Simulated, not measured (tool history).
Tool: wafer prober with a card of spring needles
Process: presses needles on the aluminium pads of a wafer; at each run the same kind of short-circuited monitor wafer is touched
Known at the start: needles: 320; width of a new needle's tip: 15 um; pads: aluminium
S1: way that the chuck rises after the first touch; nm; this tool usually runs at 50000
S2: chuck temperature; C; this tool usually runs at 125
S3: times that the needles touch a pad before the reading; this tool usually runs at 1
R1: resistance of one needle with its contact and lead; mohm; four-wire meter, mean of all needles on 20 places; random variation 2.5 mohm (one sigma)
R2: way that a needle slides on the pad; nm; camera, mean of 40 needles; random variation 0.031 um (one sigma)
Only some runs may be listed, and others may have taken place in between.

{"run": 1, "hour": 0.0, "S1": 50000, "S2": 125, "S3": 1, "R1": 284, "R2": 8670}
{"hour": 3.4, "done": "tips cleaned on abrasive film"}
{"hour": 11.7, "done": "tips cleaned on abrasive film"}
{"hour": 20.3, "done": "tips cleaned on abrasive film"}
{"run": 2, "hour": 24.4, "S1": 50000, "S2": 125, "S3": 1, "R1": 281, "R2": 8620}
{"hour": 29.6, "done": "tips cleaned on abrasive film"}
{"hour": 38.2, "done": "tips cleaned on abrasive film"}
{"run": 3, "hour": 40.7, "S1": 50000, "S2": 125, "S3": 1, "R1": 282, "R2": 8640}
{"hour": 47.1, "done": "tips cleaned on abrasive film"}
{"run": 4, "hour": 51.2, "S1": 50000, "S2": 125, "S3": 1, "R1": 282, "R2": 8600}
{"hour": 56.1, "done": "tips cleaned on abrasive film"}
{"hour": 64.4, "done": "tips cleaned on abrasive film"}
{"hour": 72.7, "done": "tips cleaned on abrasive film"}
{"run": 5, "hour": 72.7, "S1": 50000, "S2": 125, "S3": 1, "R1": 284, "R2": 8620}
{"hour": 74.6, "done": "height of the first contact set anew"}
{"hour": 81.6, "done": "tips cleaned on abrasive film"}
{"hour": 89.4, "done": "tips cleaned on abrasive film"}
{"run": 6, "hour": 89.9, "S1": 50000, "S2": 125, "S3": 1, "R1": 285, "R2": 8670}
{"hour": 97.8, "done": "tips cleaned on abrasive film"}
{"hour": 107.1, "done": "tips cleaned on abrasive film"}
{"run": 7, "hour": 111.8, "S1": 50000, "S2": 125, "S3": 2, "R1": 283, "R2": 8590}
{"hour": 115.1, "done": "tips cleaned on abrasive film"}
{"hour": 123.1, "done": "tips cleaned on abrasive film"}
{"hour": 131.2, "done": "tips cleaned on abrasive film"}
{"run": 8, "hour": 133.3, "S1": 50000, "S2": 55, "S3": 1, "R1": 264, "R2": 8580}
{"hour": 139.6, "done": "tips cleaned on abrasive film"}
{"hour": 147.4, "done": "tips cleaned on abrasive film"}
{"run": 9, "hour": 148.0, "S1": 50000, "S2": 55, "S3": 1, "R1": 262, "R2": 8650}
{"hour": 155.7, "done": "tips cleaned on abrasive film"}
{"hour": 164.9, "done": "tips cleaned on abrasive film"}
{"run": 10, "hour": 172.6, "S1": 50000, "S2": 55, "S3": 1, "R1": 263, "R2": 8680}
{"hour": 174.7, "done": "tips cleaned on abrasive film"}
{"hour": 183.2, "done": "tips cleaned on abrasive film"}
{"run": 11, "hour": 183.8, "S1": 50000, "S2": 55, "S3": 1, "R1": 260, "R2": 8630}
{"hour": 191.1, "done": "tips cleaned on abrasive film"}
{"hour": 195.3, "done": "height of the first contact set anew"}
{"hour": 200.3, "done": "tips cleaned on abrasive film"}
{"run": 12, "hour": 201.9, "S1": 50000, "S2": 55, "S3": 1, "R1": 259, "R2": 8660}
{"hour": 208.3, "done": "tips cleaned on abrasive film"}
{"hour": 216.5, "done": "tips cleaned on abrasive film"}
{"run": 13, "hour": 223.0, "S1": 50000, "S2": 55, "S3": 1, "R1": 264, "R2": 8610}
{"hour": 225.9, "done": "tips cleaned on abrasive film"}
{"hour": 233.9, "done": "tips cleaned on abrasive film"}
{"hour": 242.2, "done": "tips cleaned on abrasive film"}
{"run": 14, "hour": 244.6, "S1": 50000, "S2": 55, "S3": 1, "R1": 263, "R2": 8690}
{"hour": 250.3, "done": "tips cleaned on abrasive film"}
{"hour": 258.3, "done": "tips cleaned on abrasive film"}
{"hour": 267.2, "done": "tips cleaned on abrasive film"}
{"run": 15, "hour": 269.1, "S1": 50000, "S2": 68, "S3": 1, "R1": 267, "R2": 8570}
{"hour": 275.6, "done": "tips cleaned on abrasive film"}
{"run": 16, "hour": 282.2, "S1": 48000, "S2": 34, "S3": 3, "R1": 259, "R2": 8300}
{"hour": 284.1, "done": "tips cleaned on abrasive film"}
{"hour": 293.3, "done": "tips cleaned on abrasive film"}
{"hour": 302.2, "done": "tips cleaned on abrasive film"}
{"run": 17, "hour": 304.3, "S1": 50000, "S2": 125, "S3": 2, "R1": 285, "R2": 8630}
{"hour": 310.2, "done": "tips cleaned on abrasive film"}
{"hour": 317.1, "done": "height of the first contact set anew"}
{"hour": 319.1, "done": "tips cleaned on abrasive film"}
{"run": 18, "hour": 324.5, "S1": 50000, "S2": 125, "S3": 2, "R1": 285, "R2": 8630}
{"hour": 327.0, "done": "tips cleaned on abrasive film"}
{"hour": 336.3, "done": "tips cleaned on abrasive film"}
{"hour": 345.2, "done": "tips cleaned on abrasive film"}
{"run": 19, "hour": 349.4, "S1": 50000, "S2": 60, "S3": 2, "R1": 265, "R2": 8620}
{"hour": 354.1, "done": "tips cleaned on abrasive film"}
{"hour": 362.5, "done": "tips cleaned on abrasive film"}
{"hour": 370.7, "done": "tips cleaned on abrasive film"}
{"run": 20, "hour": 370.7, "S1": 67000, "S2": 81, "S3": 1, "R1": 266, "R2": 11540}
{"hour": 379.4, "done": "tips cleaned on abrasive film"}
{"hour": 388.4, "done": "tips cleaned on abrasive film"}
{"hour": 396.6, "done": "tips cleaned on abrasive film"}
{"run": 21, "hour": 396.6, "S1": 52000, "S2": 48, "S3": 2, "R1": 262, "R2": 8990}
{"hour": 405.5, "done": "tips cleaned on abrasive film"}
{"hour": 414.4, "done": "tips cleaned on abrasive film"}
{"run": 22, "hour": 414.4, "S1": 52000, "S2": 48, "S3": 2, "R1": 264, "R2": 8990}
{"hour": 423.6, "done": "tips cleaned on abrasive film"}
{"hour": 433.3, "done": "tips cleaned on abrasive film"}
{"run": 23, "hour": 433.6, "S1": 52000, "S2": 48, "S3": 2, "R1": 262, "R2": 9000}
{"hour": 438.2, "done": "height of the first contact set anew"}
{"hour": 441.9, "done": "tips cleaned on abrasive film"}
{"hour": 450.5, "done": "tips cleaned on abrasive film"}
{"run": 24, "hour": 457.9, "S1": 50000, "S2": 50, "S3": 1, "R1": 264, "R2": 8640}
{"hour": 459.5, "done": "tips cleaned on abrasive film"}
{"hour": 467.4, "done": "tips cleaned on abrasive film"}
{"hour": 475.7, "done": "tips cleaned on abrasive film"}
{"run": 25, "hour": 482.6, "S1": 50000, "S2": 36, "S3": 2, "R1": 256, "R2": 8610}
{"hour": 484.5, "done": "tips cleaned on abrasive film"}
{"hour": 493.1, "done": "tips cleaned on abrasive film"}
{"run": 26, "hour": 495.7, "S1": 59000, "S2": 79, "S3": 1, "R1": 266, "R2": 10210}
{"hour": 501.9, "done": "tips cleaned on abrasive film"}
{"run": 27, "hour": 507.1, "S1": 43000, "S2": 68, "S3": 2, "R1": 273, "R2": 7400}
{"hour": 510.5, "done": "tips cleaned on abrasive film"}
{"hour": 519.5, "done": "tips cleaned on abrasive film"}
{"hour": 528.3, "done": "tips cleaned on abrasive film"}
{"run": 28, "hour": 530.1, "S1": 43000, "S2": 68, "S3": 2, "R1": 268, "R2": 7450}
{"hour": 536.9, "done": "tips cleaned on abrasive film"}
{"hour": 545.0, "done": "tips cleaned on abrasive film"}
{"hour": 552.9, "done": "tips cleaned on abrasive film"}
{"run": 29, "hour": 554.5, "S1": 43000, "S2": 68, "S3": 2, "R1": 268, "R2": 7410}
{"hour": 559.7, "done": "height of the first contact set anew"}
{"hour": 561.3, "done": "tips cleaned on abrasive film"}
{"hour": 570.4, "done": "tips cleaned on abrasive film"}
{"run": 30, "hour": 578.1, "S1": 59000, "S2": 110, "S3": 2, "R1": 282, "R2": 10180}

What if the next run were any one of these 3? Each begins from the tool's condition after run 30:
{"hour": 580.0, "done": "tips cleaned on abrasive film"}
{"hour": 589.1, "done": "tips cleaned on abrasive film"}
{"run": "A", "hour": 593.3, "S1": 47000, "S2": 38, "S3": 1, "R1": "?", "R2": "?"}
{"hour": 580.0, "done": "tips cleaned on abrasive film"}
{"hour": 589.1, "done": "tips cleaned on abrasive film"}
{"run": "B", "hour": 593.3, "S1": 35000, "S2": 110, "S3": 1, "R1": "?", "R2": "?"}
{"hour": 580.0, "done": "tips cleaned on abrasive film"}
{"hour": 589.1, "done": "tips cleaned on abrasive film"}
{"run": "C", "hour": 593.3, "S1": 50000, "S2": 110, "S3": 2, "R1": "?", "R2": "?"}

run=A R1=262 R2=8080
run=B R1=294 R2=6070
run=C R1=275 R2=8630
Stripped of hidden state, with their random variation kept, the same runs would have yielded:
run=A R1=261 R2=8080
run=B R1=293 R2=6070
run=C R1=275 R2=8630
